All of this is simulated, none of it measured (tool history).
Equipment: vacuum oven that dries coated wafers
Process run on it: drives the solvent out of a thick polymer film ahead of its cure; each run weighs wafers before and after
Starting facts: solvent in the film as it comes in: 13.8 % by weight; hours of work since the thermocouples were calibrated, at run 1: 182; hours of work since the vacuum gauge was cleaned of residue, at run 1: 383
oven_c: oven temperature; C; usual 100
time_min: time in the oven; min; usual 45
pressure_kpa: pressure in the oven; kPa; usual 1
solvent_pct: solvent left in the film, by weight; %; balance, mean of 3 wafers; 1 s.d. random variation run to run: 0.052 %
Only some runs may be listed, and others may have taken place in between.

run   hour  oven_c  time_min  pressure_kpa  hours of work since the thermocouples were calibrated  hours of work since the vacuum gauge was cleaned of residue  solvent_pct
  1      0     100        45             1                                                    182                                                          383         1.56
  2   16.6     100        45             1                                                    189                                                          390         1.53
  3     32     100        45          2.54                                                    196                                                          396         2.55
  4     48     100        45          2.54                                                    203                                                          403         2.64
  5   59.9     100        45             1                                                    208                                                          408         1.55
      62.7  -- oven's thermocouples calibrated
  6   73.9     100        67             1                                                      5                                                          414         0.97
  7     85     100        67             1                                                     10                                                          418            1
  8  100.8     100        40          1.37                                                     16                                                          425         2.01
  9  110.9     100        40          1.37                                                     21                                                          430         2.06
 10  117.8     105        58          1.11                                                     24                                                          433         0.86
     133.1  -- oven's thermocouples calibrated, once more
 11  135.9     113        35          0.96                                                      1                                                          440         0.59
 12  150.6     104        44          3.26                                                      8                                                          446         2.46
 13  159.8      95        45          0.83                                                     12                                                          450         2.35
 14  175.3      95        45           2.9                                                     18                                                          457         3.98

Consider 4 possible next runs. They are alternatives, not a sequence: every one starts from the tool as it was left by run 14. What does each give?
  A  183.1      95        60           2.9                                                     22                                                          460            ?
  B  183.1     104        24           2.2                                                     22                                                          460            ?
  C  183.1     103        41             1                                                     22                                                          460            ?
  D  183.1      87        35          0.56                                                     22                                                          460            ?

run  solvent_pct
  A         3.28
  B         3.04
  C         1.35
  D         5.03
The same runs, with their run-to-run variation unchanged, on a tool lacking any hidden condition would have given:
run  solvent_pct
  A         3.13
  B         2.92
  C         1.24
  D         4.87

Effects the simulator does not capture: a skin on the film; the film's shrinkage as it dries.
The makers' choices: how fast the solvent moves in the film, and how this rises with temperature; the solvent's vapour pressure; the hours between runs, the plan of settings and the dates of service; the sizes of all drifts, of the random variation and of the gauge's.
